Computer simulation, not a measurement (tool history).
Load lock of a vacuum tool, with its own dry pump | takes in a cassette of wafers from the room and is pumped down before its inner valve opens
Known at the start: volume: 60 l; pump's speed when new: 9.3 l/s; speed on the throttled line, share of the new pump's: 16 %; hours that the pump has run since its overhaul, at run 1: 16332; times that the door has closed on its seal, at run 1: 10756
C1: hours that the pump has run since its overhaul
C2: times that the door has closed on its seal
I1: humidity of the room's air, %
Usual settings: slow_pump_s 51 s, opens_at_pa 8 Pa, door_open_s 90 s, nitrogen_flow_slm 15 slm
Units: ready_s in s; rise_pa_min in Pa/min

run 1 hour=0 | slow_pump_s=51 opens_at_pa=8 door_open_s=90 nitrogen_flow_slm=15 | C1=16332 C2=10756 | I1=47.1 | ready_s=112.4 rise_pa_min=0.058
run 2 hour=248.3 | slow_pump_s=51 opens_at_pa=8 door_open_s=90 nitrogen_flow_slm=15 | C1=16580 C2=11103 | I1=47.2 | ready_s=112.6 rise_pa_min=0.064
run 3 hour=510.7 | slow_pump_s=51 opens_at_pa=8 door_open_s=90 nitrogen_flow_slm=15 | C1=16842 C2=11470 | I1=45.6 | ready_s=115.3 rise_pa_min=0.061
run 4 hour=771.7 | slow_pump_s=51 opens_at_pa=8 door_open_s=90 nitrogen_flow_slm=15 | C1=17103 C2=11835 | I1=41.8 | ready_s=114.5 rise_pa_min=0.06
run 5 hour=965.6 | slow_pump_s=51 opens_at_pa=8 door_open_s=90 nitrogen_flow_slm=15 | C1=17297 C2=12106 | I1=47.4 | ready_s=114.7 rise_pa_min=0.072
run 6 hour=1128.6 | slow_pump_s=51 opens_at_pa=8 door_open_s=90 nitrogen_flow_slm=15 | C1=17460 C2=12333 | I1=47.9 | ready_s=113.9 rise_pa_min=0.066
run 7 hour=1264.7 | slow_pump_s=51 opens_at_pa=8 door_open_s=63 nitrogen_flow_slm=15 | C1=17596 C2=12524 | I1=45 | ready_s=113.5 rise_pa_min=0.053
run 8 hour=1565.6 | slow_pump_s=75 opens_at_pa=8 door_open_s=63 nitrogen_flow_slm=15 | C1=17897 C2=12944 | I1=42.3 | ready_s=132.6 rise_pa_min=0.056
run 9 hour=1696.4 | slow_pump_s=52 opens_at_pa=8 door_open_s=90 nitrogen_flow_slm=15 | C1=18028 C2=13127 | I1=45.7 | ready_s=115.7 rise_pa_min=0.063
run 10 hour=1986.9 | slow_pump_s=52 opens_at_pa=8 door_open_s=90 nitrogen_flow_slm=15 | C1=18318 C2=13533 | I1=45.9 | ready_s=115.7 rise_pa_min=0.063
run 11 hour=2240.7 | slow_pump_s=52 opens_at_pa=8 door_open_s=90 nitrogen_flow_slm=15 | C1=18572 C2=13887 | I1=43.4 | ready_s=115.8 rise_pa_min=0.06
run 12 hour=2460.8 | slow_pump_s=52 opens_at_pa=8 door_open_s=90 nitrogen_flow_slm=15 | C1=18792 C2=14195 | I1=48 | ready_s=116 rise_pa_min=0.065
run 13 hour=2669 | slow_pump_s=51 opens_at_pa=8 door_open_s=90 nitrogen_flow_slm=10 | C1=19001 C2=14486 | I1=47.8 | ready_s=115.2 rise_pa_min=0.071
run 14 hour=2821.6 | slow_pump_s=51 opens_at_pa=8 door_open_s=90 nitrogen_flow_slm=10 | C1=19153 C2=14699 | I1=45.9 | ready_s=115.5 rise_pa_min=0.074
run 15 hour=2964 | slow_pump_s=51 opens_at_pa=8 door_open_s=90 nitrogen_flow_slm=15 | C1=19296 C2=14898 | I1=46 | ready_s=116.6 rise_pa_min=0.062
run 16 hour=3194.5 | slow_pump_s=51 opens_at_pa=10 door_open_s=90 nitrogen_flow_slm=15 | C1=19526 C2=15220 | I1=46.1 | ready_s=114.7 rise_pa_min=0.074
run 17 hour=3386.2 | slow_pump_s=51 opens_at_pa=10 door_open_s=90 nitrogen_flow_slm=15 | C1=19718 C2=15488 | I1=44.6 | ready_s=115.1 rise_pa_min=0.066
run 18 hour=3534 | slow_pump_s=51 opens_at_pa=8 door_open_s=90 nitrogen_flow_slm=15 | C1=19866 C2=15694 | I1=43.5 | ready_s=116.6 rise_pa_min=0.068
run 19 hour=3754.8 | slow_pump_s=83 opens_at_pa=8 door_open_s=25 nitrogen_flow_slm=8 | C1=20086 C2=16003 | I1=44.5 | ready_s=143.8 rise_pa_min=0.046
run 20 hour=3966.5 | slow_pump_s=28 opens_at_pa=8 door_open_s=228 nitrogen_flow_slm=9 | C1=20298 C2=16298 | I1=45.1 | ready_s=99.7 rise_pa_min=0.103
run 21 hour=4154.1 | slow_pump_s=27 opens_at_pa=15 door_open_s=227 nitrogen_flow_slm=7 | C1=20486 C2=16561 | I1=45.3 | ready_s=93.6 rise_pa_min=0.103
run 22 hour=4434.8 | slow_pump_s=27 opens_at_pa=7 door_open_s=228 nitrogen_flow_slm=7 | C1=20766 C2=16953 | I1=44.6 | ready_s=100.2 rise_pa_min=0.108
run 23 hour=4641.1 | slow_pump_s=27 opens_at_pa=7 door_open_s=228 nitrogen_flow_slm=7 | C1=20973 C2=17241 | I1=46.8 | ready_s=99.5 rise_pa_min=0.109
-- hour=4857.8 dry pump taken out, an overhauled one fitted
run 24 hour=4866.1 | slow_pump_s=97 opens_at_pa=8 door_open_s=37 nitrogen_flow_slm=15 | C1=8 C2=17547 | I1=45 | ready_s=142 rise_pa_min=0.054
run 25 hour=5149.8 | slow_pump_s=97 opens_at_pa=8 door_open_s=37 nitrogen_flow_slm=15 | C1=292 C2=17943 | I1=47.2 | ready_s=141.8 rise_pa_min=0.061
run 26 hour=5356.4 | slow_pump_s=73 opens_at_pa=8 door_open_s=90 nitrogen_flow_slm=27 | C1=499 C2=18232 | I1=45.4 | ready_s=122.7 rise_pa_min=0.064
run 27 hour=5502.1 | slow_pump_s=26 opens_at_pa=8 door_open_s=45 nitrogen_flow_slm=15 | C1=644 C2=18436 | I1=44.7 | ready_s=83.7 rise_pa_min=0.06
run 28 hour=5724.7 | slow_pump_s=51 opens_at_pa=8 door_open_s=37 nitrogen_flow_slm=19 | C1=867 C2=18747 | I1=47 | ready_s=104.5 rise_pa_min=0.062
run 29 hour=5867.6 | slow_pump_s=71 opens_at_pa=8 door_open_s=88 nitrogen_flow_slm=11 | C1=1010 C2=18946 | I1=44.5 | ready_s=121.1 rise_pa_min=0.073
run 30 hour=6076 | slow_pump_s=71 opens_at_pa=8 door_open_s=44 nitrogen_flow_slm=36 | C1=1218 C2=19238 | I1=43.9 | ready_s=121.1 rise_pa_min=0.051
run 31 hour=6304.6 | slow_pump_s=71 opens_at_pa=8 door_open_s=44 nitrogen_flow_slm=36 | C1=1447 C2=19557 | I1=45 | ready_s=121.9 rise_pa_min=0.055
run 32 hour=6447.8 | slow_pump_s=71 opens_at_pa=8 door_open_s=228 nitrogen_flow_slm=36 | C1=1590 C2=19757 | I1=43.8 | ready_s=121.9 rise_pa_min=0.08
run 33 hour=6748.4 | slow_pump_s=71 opens_at_pa=8 door_open_s=228 nitrogen_flow_slm=36 | C1=1891 C2=20177 | I1=44.8 | ready_s=121.7 rise_pa_min=0.076
run 34 hour=6893.7 | slow_pump_s=51 opens_at_pa=11 door_open_s=90 nitrogen_flow_slm=15 | C1=2036 C2=20380 | I1=47.7 | ready_s=102 rise_pa_min=0.076
run 35 hour=7056.7 | slow_pump_s=35 opens_at_pa=8 door_open_s=90 nitrogen_flow_slm=8 | C1=2199 C2=20608 | I1=43.8 | ready_s=92.1 rise_pa_min=0.081
run 36 hour=7284.4 | slow_pump_s=35 opens_at_pa=8 door_open_s=90 nitrogen_flow_slm=8 | C1=2427 C2=20926 | I1=41 | ready_s=91.1 rise_pa_min=0.081

Hidden state at the last listed run before each entry between runs and at the first one after, where it differs:
Between runs 23 and 24: dry pump taken out, an overhauled one fitted (hour 4857.8)
  pump's speed, % of a new pump's: 79.8 -> 100.3; leak at the door's seal, Pa l/s: 0.0252 -> 0.0257
  measured less the result without the state, ready_s: +14.9 -> -0.2 s; rise_pa_min: +0.023 -> +0.024 Pa/min
